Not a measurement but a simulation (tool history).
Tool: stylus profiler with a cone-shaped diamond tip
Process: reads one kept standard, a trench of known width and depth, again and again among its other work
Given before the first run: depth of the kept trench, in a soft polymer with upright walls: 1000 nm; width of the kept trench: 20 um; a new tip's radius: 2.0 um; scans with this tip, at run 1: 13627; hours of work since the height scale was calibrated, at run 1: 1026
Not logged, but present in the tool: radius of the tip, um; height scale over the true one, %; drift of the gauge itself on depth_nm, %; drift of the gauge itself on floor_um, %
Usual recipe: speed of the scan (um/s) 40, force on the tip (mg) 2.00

run,day,speed of the scan (um/s),force on the tip (mg),scans with this tip,hours of work since the height scale was calibrated,depth of the trench (nm),width of the trench's floor (um)
1,0.000,40,2.00,13627,1026,1016.16,15.03
2,5.054,40,2.00,14891,1121,1016.94,14.93
3,10.458,40,2.00,16241,1223,1017.98,14.82
4,14.754,40,2.00,17315,1304,1018.40,14.75
5,19.950,40,2.83,18613,1401,1021.34,14.63
6,23.850,40,2.83,19588,1475,1022.22,14.58
7,26.496,11,2.00,20249,1524,1018.84,14.65
8,30.200,40,0.87,21175,1594,1014.81,14.31
9,32.583,40,2.00,21771,1639,1019.64,14.41
# day 34.875: new tip fitted, height scale calibrated
10,37.054,40,2.00,544,41,1011.64,16.20
11,40.996,40,2.00,1529,115,1012.36,16.16
12,44.017,40,2.00,2284,172,1013.10,15.96
13,47.592,40,1.28,3178,239,1009.88,15.89
14,51.667,40,1.28,4196,316,1010.20,15.81
15,56.546,40,1.28,5415,408,1010.83,15.66
16,60.233,40,1.28,6336,477,1011.60,15.57
17,63.875,40,2.00,7247,546,1014.83,15.52
18,67.688,40,2.00,8199,617,1014.68,15.44
19,73.058,11,2.00,9542,718,1015.59,15.48
20,76.867,11,2.00,10493,790,1015.40,15.40
21,79.304,87,4.10,11102,836,1022.89,15.13
22,83.529,50,2.00,12158,915,1016.76,15.05
23,87.150,33,4.83,13064,983,1025.89,15.11
24,89.704,102,0.72,13701,1032,1011.57,14.35
25,92.379,41,2.13,14371,1082,1018.05,14.91
26,95.317,41,2.13,15105,1137,1018.02,14.85

Forecast run 27:
27,100.875,113,1.51,16493,1242,?,?

{"run 27": {"depth of the trench (nm)": 1016.87, "width of the trench's floor (um)": 14.34}}
Minus the tool's unlogged condition, the same run would have read depth of the trench (nm) 1009.70, width of the trench's floor (um) 15.92.
